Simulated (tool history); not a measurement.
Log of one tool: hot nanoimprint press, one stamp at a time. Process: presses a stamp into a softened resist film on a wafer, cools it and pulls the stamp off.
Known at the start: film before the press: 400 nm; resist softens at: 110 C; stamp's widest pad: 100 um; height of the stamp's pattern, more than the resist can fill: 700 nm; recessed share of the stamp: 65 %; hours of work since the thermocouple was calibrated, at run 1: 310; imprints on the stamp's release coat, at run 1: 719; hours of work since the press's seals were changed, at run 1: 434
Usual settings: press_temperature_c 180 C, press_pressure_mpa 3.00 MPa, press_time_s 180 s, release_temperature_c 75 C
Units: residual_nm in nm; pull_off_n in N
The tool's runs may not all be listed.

| run | hour | press_temperature_c | press_pressure_mpa | press_time_s | release_temperature_c | hours of work since the thermocouple was calibrated | imprints on the stamp's release coat | hours of work since the press's seals were changed | residual_nm | pull_off_n |
|---|---|---|---|---|---|---|---|---|---|---|
| 1 | 0.0 | 180 | 3.00 | 180 | 75 | 310 | 719 | 434 | 239.2 | 100 |
| 2 | 18.5 | 180 | 3.00 | 180 | 75 | 323 | 814 | 447 | 238.7 | 104 |
|  | 29.3 | stamp cleaned and given a new release coat |
| 3 | 47.8 | 184 | 3.00 | 180 | 75 | 339 | 95 | 464 | 209.6 | 99 |
| 4 | 65.6 | 180 | 3.00 | 107 | 75 | 352 | 187 | 476 | 278.4 | 101 |
| 5 | 92.1 | 180 | 3.00 | 180 | 75 | 370 | 324 | 495 | 238.9 | 100 |
| 6 | 118.9 | 180 | 3.00 | 180 | 79 | 389 | 462 | 514 | 239.6 | 92 |
|  | 124.7 | plate thermocouple calibrated |
| 7 | 134.3 | 180 | 3.00 | 180 | 75 | 7 | 526 | 522 | 238.5 | 101 |
| 8 | 162.3 | 180 | 3.00 | 180 | 75 | 26 | 670 | 542 | 240.5 | 98 |
| 9 | 174.6 | 172 | 3.00 | 180 | 75 | 35 | 734 | 551 | 303.9 | 98 |
|  | 200.1 | stamp cleaned and given a new release coat |
| 10 | 200.1 | 172 | 3.00 | 180 | 75 | 49 | 0 | 565 | 302.3 | 102 |
| 11 | 221.4 | 172 | 2.38 | 180 | 75 | 64 | 110 | 580 | 317.7 | 100 |
| 12 | 243.0 | 172 | 2.38 | 180 | 75 | 79 | 222 | 595 | 318.4 | 103 |
| 13 | 260.2 | 172 | 2.38 | 180 | 75 | 91 | 310 | 607 | 319.2 | 102 |
| 14 | 287.4 | 172 | 2.38 | 180 | 75 | 110 | 451 | 626 | 318.4 | 102 |
| 15 | 301.7 | 172 | 2.38 | 180 | 75 | 121 | 524 | 636 | 319.6 | 98 |
| 16 | 319.1 | 172 | 2.38 | 180 | 75 | 133 | 614 | 648 | 320.3 | 100 |
| 17 | 333.7 | 172 | 2.38 | 180 | 75 | 143 | 690 | 659 | 320.0 | 100 |
|  | 348.2 | gauge calibrated |
| 18 | 351.3 | 179 | 2.26 | 245 | 69 | 155 | 781 | 671 | 247.0 | 112 |
|  | 369.6 | stamp cleaned and given a new release coat |
| 19 | 374.3 | 179 | 2.26 | 245 | 69 | 167 | 24 | 683 | 246.3 | 107 |
| 20 | 391.1 | 179 | 2.26 | 245 | 69 | 179 | 111 | 695 | 246.8 | 110 |
| 21 | 413.4 | 180 | 3.00 | 108 | 75 | 195 | 226 | 711 | 276.3 | 103 |
| 22 | 427.5 | 169 | 3.00 | 180 | 72 | 205 | 299 | 721 | 320.5 | 104 |
| 23 | 450.5 | 171 | 3.00 | 231 | 72 | 221 | 417 | 737 | 292.1 | 107 |
| 24 | 474.5 | 179 | 2.66 | 104 | 78 | 238 | 541 | 754 | 296.3 | 95 |
| 25 | 493.7 | 184 | 1.98 | 257 | 65 | 252 | 640 | 767 | 217.5 | 121 |
| 26 | 509.8 | 175 | 1.98 | 257 | 67 | 263 | 723 | 779 | 286.3 | 116 |
|  | 538.0 | stamp cleaned and given a new release coat |
| 27 | 538.0 | 177 | 1.98 | 282 | 80 | 279 | 0 | 794 | 263.7 | 90 |
| 28 | 557.0 | 177 | 1.98 | 282 | 80 | 292 | 98 | 808 | 265.2 | 92 |
| 29 | 570.8 | 177 | 1.98 | 282 | 80 | 302 | 169 | 817 | 264.7 | 90 |

The next listed run, before its measurement:
| 30 | 593.6 | 177 | 1.98 | 282 | 80 | 318 | 287 | 833 | ? | ? |

Run 30 gave residual_nm 264.6 nm, pull_off_n 89 N.
Without the tool's hidden state the same run would have given residual_nm 261.9 nm, pull_off_n 89 N.

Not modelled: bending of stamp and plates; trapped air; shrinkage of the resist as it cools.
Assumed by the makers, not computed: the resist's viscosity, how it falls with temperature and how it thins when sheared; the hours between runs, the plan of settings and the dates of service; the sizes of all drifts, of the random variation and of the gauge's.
